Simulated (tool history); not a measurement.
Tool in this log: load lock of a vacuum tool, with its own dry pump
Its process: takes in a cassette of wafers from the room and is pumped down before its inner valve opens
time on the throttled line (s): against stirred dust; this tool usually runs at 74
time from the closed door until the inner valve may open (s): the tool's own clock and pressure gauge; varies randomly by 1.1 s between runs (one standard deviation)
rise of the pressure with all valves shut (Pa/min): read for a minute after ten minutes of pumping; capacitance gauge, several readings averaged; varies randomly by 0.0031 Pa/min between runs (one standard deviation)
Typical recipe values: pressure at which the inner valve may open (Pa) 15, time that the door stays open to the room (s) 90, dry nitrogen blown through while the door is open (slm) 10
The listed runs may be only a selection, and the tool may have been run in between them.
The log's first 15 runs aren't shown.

run,hour,time on the throttled line (s),pressure at which the inner valve may open (Pa),time that the door stays open to the room (s),dry nitrogen blown through while the door is open (slm),hours that the pump has run since its overhaul,times that the door has closed on its seal,"incoming humidity of the room's air, %",time from the closed door until the inner valve may open (s),rise of the pressure with all valves shut (Pa/min)
16,2558.5,74,15,90,18,6276,34062,47.8,194.6,0.470
17,2775.3,114,15,90,10,6493,35086,44.6,219.7,0.495
18,2937.5,114,15,90,10,6655,35852,44.6,222.8,0.503
19,3064.7,41,15,101,10,6782,36453,43.6,170.8,0.525
20,3287.4,61,15,88,10,7005,37506,50.6,185.4,0.563
21,3475.0,61,15,88,10,7192,38392,45.0,189.3,0.565
# hour 3545.0: door's seal changed, seat wiped
22,3582.2,74,24,97,10,7298,176,44.0,189.4,0.064
23,3767.8,74,15,43,10,7484,1053,45.3,199.1,0.047
24,3914.6,81,18,90,10,7630,1746,42.6,201.1,0.069
25,4143.2,74,15,90,16,7859,2826,43.3,200.6,0.067
26,4282.6,74,15,90,16,7998,3485,41.5,197.6,0.066
27,4501.3,70,15,221,10,8217,4518,42.3,194.8,0.123
28,4612.6,70,15,221,10,8328,5045,42.9,198.2,0.124
29,4774.3,74,11,185,10,8490,5808,44.6,207.3,0.123
30,4913.3,86,28,90,10,8629,6465,43.1,199.4,0.094
31,5079.8,86,28,90,10,8796,7252,45.3,199.6,0.106
32,5199.0,52,21,40,11,8915,7815,42.8,181.9,0.080

5 options for the next run, each taken on its own from the tool as it stands now. Forecast them:
A,5302.7,89,10,116,11,9019,8305,46.8,?,?
B,5302.7,52,16,92,5,9019,8305,47.5,?,?
C,5302.7,141,19,90,6,9019,8305,43.7,?,?
D,5302.7,52,21,53,11,9019,8305,46.7,?,?
E,5302.7,52,18,31,35,9019,8305,42.0,?,?

run,time from the closed door until the inner valve may open (s),rise of the pressure with all valves shut (Pa/min)
A,222.7,0.122
B,184.5,0.118
C,242.6,0.115
D,181.0,0.094
E,184.2,0.070
Without the tool's unlogged condition, the same runs would have read:
run,time from the closed door until the inner valve may open (s),rise of the pressure with all valves shut (Pa/min)
A,193.0,0.075
B,154.7,0.072
C,219.8,0.068
D,152.1,0.048
E,154.7,0.024
